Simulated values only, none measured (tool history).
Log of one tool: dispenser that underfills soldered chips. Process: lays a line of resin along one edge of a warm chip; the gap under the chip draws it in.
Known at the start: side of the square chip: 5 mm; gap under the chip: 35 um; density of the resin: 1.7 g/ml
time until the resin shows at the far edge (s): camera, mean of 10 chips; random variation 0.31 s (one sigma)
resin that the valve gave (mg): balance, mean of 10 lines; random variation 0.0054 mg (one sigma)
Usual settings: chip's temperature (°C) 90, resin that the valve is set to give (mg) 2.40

run     day  chip's temperature (°C)  resin that the valve is set to give (mg)  time until the resin shows at the far edge (s)  resin that the valve gave (mg)
  1   0.000                       90                                      2.40                                            10.5                           2.393
  2   0.367                       90                                      2.40                                            14.1                           2.387
      0.483  -- new syringe of resin
  3   0.758                       90                                      2.40                                            11.7                           2.377
  4   1.004                       90                                      2.55                                            13.7                           2.529
      1.171  -- new syringe of resin
  5   1.417                      103                                      2.40                                             7.2                           2.360
  6   1.808                      103                                      2.40                                             9.5                           2.346
      1.854  -- new syringe of resin
  7   2.104                      103                                      2.40                                             6.8                           2.340
  8   2.292                       90                                      2.40                                            12.9                           2.344
      2.550  -- new syringe of resin
  9   2.646                       90                                      2.40                                             9.3                           2.335
 10   2.958                       90                                      2.95                                            12.0                           2.855
      3.229  -- new syringe of resin
 11   3.300                       90                                      2.95                                            10.5                           2.853
      3.683  -- dispensing valve cleaned and set on the balance
 12   3.683                       90                                      2.95                                            12.6                           2.950
      3.938  -- new syringe of resin
 13   4.079                       90                                      2.40                                            10.3                           2.385
 14   4.338                       90                                      2.40                                            11.7                           2.386
      4.612  -- new syringe of resin
 15   4.779                       90                                      2.40                                            10.5                           2.375
 16   5.179                       90                                      2.61                                            13.7                           2.569
      5.300  -- new syringe of resin
 17   5.508                       90                                      2.61                                            10.8                           2.554
 18   5.696                       90                                      2.61                                            12.5                           2.561
 19   5.875                       90                                      2.61                                            14.1                           2.554
      5.979  -- new syringe of resin
 20   6.317                      104                                      2.62                                             7.0                           2.558
      6.658  -- new syringe of resin
 21   6.679                      105                                      3.02                                             5.5                           2.924
 22   6.925                       94                                      2.34                                             9.8                           2.256
 23   7.112                      100                                      2.05                                             9.5                           1.978
      7.333  -- new syringe of resin
 24   7.383                       83                                      2.29                                            13.0                           2.204
      7.588  -- dispensing valve cleaned and set on the balance
 25   7.625                       83                                      2.29                                            14.6                           2.306
 26   7.892                       91                                      2.02                                            13.5                           2.025
      8.071  -- new syringe of resin
 27   8.162                       76                                      3.04                                            17.3                           3.032
 28   8.504                      104                                      2.61                                             7.7                           2.597
 29   8.679                      104                                      2.61                                             9.1                           2.598
      8.750  -- new syringe of resin
 30   8.875                      104                                      2.61                                             6.1                           2.594
 31   9.158                       90                                      2.79                                            12.4                           2.767
      9.425  -- new syringe of resin
 32   9.583                      105                                      2.09                                             6.3                           2.058
 33  10.008                      105                                      2.09                                             8.3                           2.054
     10.125  -- new syringe of resin
 34  10.338                       82                                      2.26                                            15.1                           2.212
 35  10.671                       82                                      2.26                                            20.2                           2.203

Forecast each of these 3 alternatives for the next run:
     10.792  -- new syringe of resin
  A  11.021                       90                                      2.84                                               ?                               ?
     10.792  -- new syringe of resin
  B  11.021                       90                                      2.52                                               ?                               ?
     10.792  -- new syringe of resin
  C  11.021                       90                                      2.74                                               ?                               ?

run  time until the resin shows at the far edge (s)  resin that the valve gave (mg)
  A                                            10.9                           2.757
  B                                            11.6                           2.449
  C                                            10.7                           2.657
Without the tool's hidden state the same runs would have given:
run  time until the resin shows at the far edge (s)  resin that the valve gave (mg)
  A                                             8.4                           2.837
  B                                             9.0                           2.520
  C                                             8.1                           2.734

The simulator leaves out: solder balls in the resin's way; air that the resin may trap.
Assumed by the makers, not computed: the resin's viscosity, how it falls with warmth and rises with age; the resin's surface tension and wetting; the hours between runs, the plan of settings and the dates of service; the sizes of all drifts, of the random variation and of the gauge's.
